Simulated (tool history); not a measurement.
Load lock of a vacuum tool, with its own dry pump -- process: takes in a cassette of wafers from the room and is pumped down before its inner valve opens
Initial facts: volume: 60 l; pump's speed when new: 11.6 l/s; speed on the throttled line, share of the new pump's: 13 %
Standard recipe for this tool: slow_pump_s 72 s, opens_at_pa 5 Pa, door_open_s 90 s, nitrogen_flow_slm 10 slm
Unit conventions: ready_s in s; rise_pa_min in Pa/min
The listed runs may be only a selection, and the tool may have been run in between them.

run,hour,slow_pump_s,opens_at_pa,door_open_s,nitrogen_flow_slm,"incoming humidity of the room's air, %",ready_s,rise_pa_min
1,0.0,72,5,90,10,43.3,116.5,0.260
2,74.0,72,5,90,10,47.0,116.7,0.276
3,162.0,72,5,90,10,49.6,117.6,0.279
4,222.2,72,5,90,10,43.2,116.3,0.270
5,304.9,131,5,90,10,41.7,168.1,0.281
6,405.1,93,5,90,10,42.0,136.3,0.275
7,495.0,72,5,51,10,45.8,117.1,0.262
8,634.8,72,5,51,10,43.5,116.6,0.278
9,731.9,72,6,90,10,46.6,116.2,0.296
10,829.2,72,6,90,10,43.6,117.5,0.295
11,919.3,72,5,90,10,40.4,117.4,0.297
12,1064.1,72,5,90,10,44.2,117.8,0.304
13,1184.9,72,4,90,10,44.2,117.5,0.311
14,1273.5,72,4,90,10,45.5,119.4,0.313
15,1380.1,72,5,90,7,42.8,116.5,0.315
16,1498.0,72,5,90,7,46.0,119.0,0.323
17,1625.2,72,5,90,7,45.4,118.3,0.334
18,1737.6,72,5,90,7,44.7,117.1,0.338
19,1860.3,72,4,90,7,46.4,119.5,0.338
20,1999.6,72,10,208,41,46.2,113.0,0.339
21,2142.7,72,5,90,38,44.3,118.6,0.328
22,2241.3,105,9,90,38,43.3,143.9,0.334
23,2334.0,127,4,90,7,44.5,165.5,0.367
24,2452.4,127,4,90,7,46.2,169.3,0.368
25,2579.1,72,5,95,10,43.6,117.4,0.365
26,2653.5,72,5,95,10,43.4,118.7,0.363
27,2753.7,93,6,90,22,48.1,134.9,0.366
28,2875.1,93,6,90,22,44.2,134.9,0.365
29,2969.2,93,5,90,22,45.3,136.4,0.370
30,3034.4,83,8,66,31,43.5,125.4,0.362
31,3116.7,72,5,234,5,44.2,117.2,0.437
32,3183.9,48,7,88,4,45.0,95.3,0.396
33,3254.2,80,5,88,7,45.0,125.2,0.404
34,3326.4,50,5,88,13,40.6,99.8,0.389
35,3433.0,51,8,90,10,45.8,97.5,0.405
36,3546.5,51,8,90,10,47.6,96.7,0.411

Measured less the same run without the tool's hidden state. The same run-to-run variation is in both; the gauge's scatter may not be:
Hidden state present: pump's speed, % of a new pump's; leak at the door's seal, Pa l/s; drift of the gauge itself on ready_s, %; drift of the gauge itself on rise_pa_min, %.
run,ready_s,rise_pa_min
1,+2.2,+0.213
2,+2.2,+0.225
3,+2.3,+0.223
4,+2.3,+0.223
5,+1.9,+0.233
6,+2.2,+0.230
7,+2.3,+0.236
8,+2.4,+0.243
9,+2.3,+0.244
10,+2.3,+0.247
11,+2.5,+0.251
12,+2.6,+0.254
13,+2.7,+0.260
14,+2.8,+0.265
15,+2.7,+0.264
16,+2.8,+0.267
17,+2.8,+0.278
18,+2.8,+0.286
19,+3.0,+0.288
20,+2.6,+0.291
21,+3.0,+0.301
22,+2.4,+0.301
23,+2.7,+0.309
24,+2.9,+0.312
25,+3.1,+0.317
26,+3.2,+0.317
27,+2.9,+0.331
28,+3.0,+0.328
29,+3.1,+0.330
30,+3.1,+0.339
31,+3.3,+0.338
32,+3.5,+0.341
33,+3.4,+0.348
34,+3.8,+0.351
35,+3.5,+0.355
36,+3.5,+0.358

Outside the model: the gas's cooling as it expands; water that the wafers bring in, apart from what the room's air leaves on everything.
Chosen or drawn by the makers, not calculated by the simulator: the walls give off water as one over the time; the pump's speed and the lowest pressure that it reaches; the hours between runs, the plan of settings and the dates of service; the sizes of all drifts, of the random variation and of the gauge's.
